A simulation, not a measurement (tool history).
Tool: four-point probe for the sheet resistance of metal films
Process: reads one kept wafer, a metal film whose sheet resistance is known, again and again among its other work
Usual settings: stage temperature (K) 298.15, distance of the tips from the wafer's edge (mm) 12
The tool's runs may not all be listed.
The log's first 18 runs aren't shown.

run    hour  stage temperature (K)  distance of the tips from the wafer's edge (mm)  sheet resistance as the instrument gives it (ohm/square)
 19   959.1                 308.15                                                8                                                  7.870256
 20  1019.1                 308.15                                                8                                                  7.867539
 21  1064.4                 308.15                                                8                                                  7.868257
 22  1134.8                 306.15                                               18                                                  7.814824
 23  1178.3                 296.15                                               14                                                  7.814889
 24  1233.4                 296.15                                               14                                                  7.814838
 25  1305.4                 296.15                                               14                                                  7.812164
 26  1338.2                 301.15                                               48                                                  7.797135
 27  1378.1                 294.15                                               12                                                  7.820652
 28  1421.4                 294.15                                               12                                                  7.818780
 29  1456.5                 299.15                                               18                                                  7.806047
 30  1495.7                 295.15                                               50                                                  7.790429
 31  1530.8                 299.15                                                4                                                  8.046115
 32  1601.7                 295.15                                               56                                                  7.789380

Forecast each of these 3 alternatives for the next run:
  A  1674.3                 295.15                                                6                                                         ?
  B  1674.3                 294.15                                               20                                                         ?
  C  1674.3                 298.15                                                3                                                         ?

run  sheet resistance as the instrument gives it (ohm/square)
  A                                                  7.901377
  B                                                  7.795958
  C                                                  8.230034
Without the tool's hidden state the same runs would have given:
run  sheet resistance as the instrument gives it (ohm/square)
  A                                                  8.016784
  B                                                  7.909916
  C                                                  8.349905

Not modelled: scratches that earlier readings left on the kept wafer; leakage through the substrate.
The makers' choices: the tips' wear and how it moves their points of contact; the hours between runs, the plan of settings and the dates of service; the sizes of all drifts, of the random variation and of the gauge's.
